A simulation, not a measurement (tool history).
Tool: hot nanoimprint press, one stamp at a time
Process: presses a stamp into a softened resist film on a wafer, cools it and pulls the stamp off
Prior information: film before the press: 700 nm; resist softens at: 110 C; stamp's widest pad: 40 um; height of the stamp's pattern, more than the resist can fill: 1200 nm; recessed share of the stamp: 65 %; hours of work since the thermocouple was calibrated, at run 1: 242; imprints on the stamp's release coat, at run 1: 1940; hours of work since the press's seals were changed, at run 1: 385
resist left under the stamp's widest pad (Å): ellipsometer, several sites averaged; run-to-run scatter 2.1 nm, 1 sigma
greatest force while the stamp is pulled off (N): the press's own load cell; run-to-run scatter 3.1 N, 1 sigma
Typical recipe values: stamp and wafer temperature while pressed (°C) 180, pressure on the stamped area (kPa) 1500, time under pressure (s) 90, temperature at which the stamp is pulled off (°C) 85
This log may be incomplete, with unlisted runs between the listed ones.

run,day,stamp and wafer temperature while pressed (°C),pressure on the stamped area (kPa),time under pressure (s),temperature at which the stamp is pulled off (°C),hours of work since the thermocouple was calibrated,imprints on the stamp's release coat,hours of work since the press's seals were changed,resist left under the stamp's widest pad (Å),greatest force while the stamp is pulled off (N)
1,0,180,1500,90,85,242,1940,385,3346,174
2,2.733,180,1500,90,85,283,2202,425,3346,175
# day 3.733: stamp cleaned and given a new release coat
3,6.038,180,1500,90,85,328,221,471,3343,146
# day 10.412: plate thermocouple calibrated
4,10.442,180,1500,90,90,0,633,535,3535,140
5,13.071,180,1500,90,90,40,886,574,3545,148
6,15.5,191,1500,90,85,76,1119,610,2379,163
7,18.388,180,1880,97,85,119,1397,653,3013,168
8,20.612,180,1500,85,77,152,1611,686,3560,188
9,24.196,180,1620,85,89,206,1956,740,3377,168
# day 27.912: stamp cleaned and given a new release coat
10,27.912,180,1620,91,89,257,0,792,3278,135
11,30.308,180,1170,113,85,293,231,827,3508,152
12,33.412,180,1170,113,85,339,529,874,3496,152

What if the next run were any one of these 5? Each begins from the tool's condition after run 12:
# day 37.029: plate thermocouple calibrated
A,37.1,180,1500,90,83,1,872,927,?,?
# day 37.029: plate thermocouple calibrated
B,37.1,181,1170,113,75,1,872,927,?,?
# day 37.029: plate thermocouple calibrated
C,37.1,188,1480,90,81,1,872,927,?,?
# day 37.029: plate thermocouple calibrated
D,37.1,183,1500,90,85,1,872,927,?,?
# day 37.029: plate thermocouple calibrated
E,37.1,180,920,90,85,1,872,927,?,?

run,resist left under the stamp's widest pad (Å),greatest force while the stamp is pulled off (N)
A,3534,166
B,3522,183
C,2696,169
D,3190,164
E,4280,158
Without the tool's hidden state the same runs would have given:
run,resist left under the stamp's widest pad (Å),greatest force while the stamp is pulled off (N)
A,3500,151
B,3497,166
C,2668,154
D,3158,150
E,4262,144
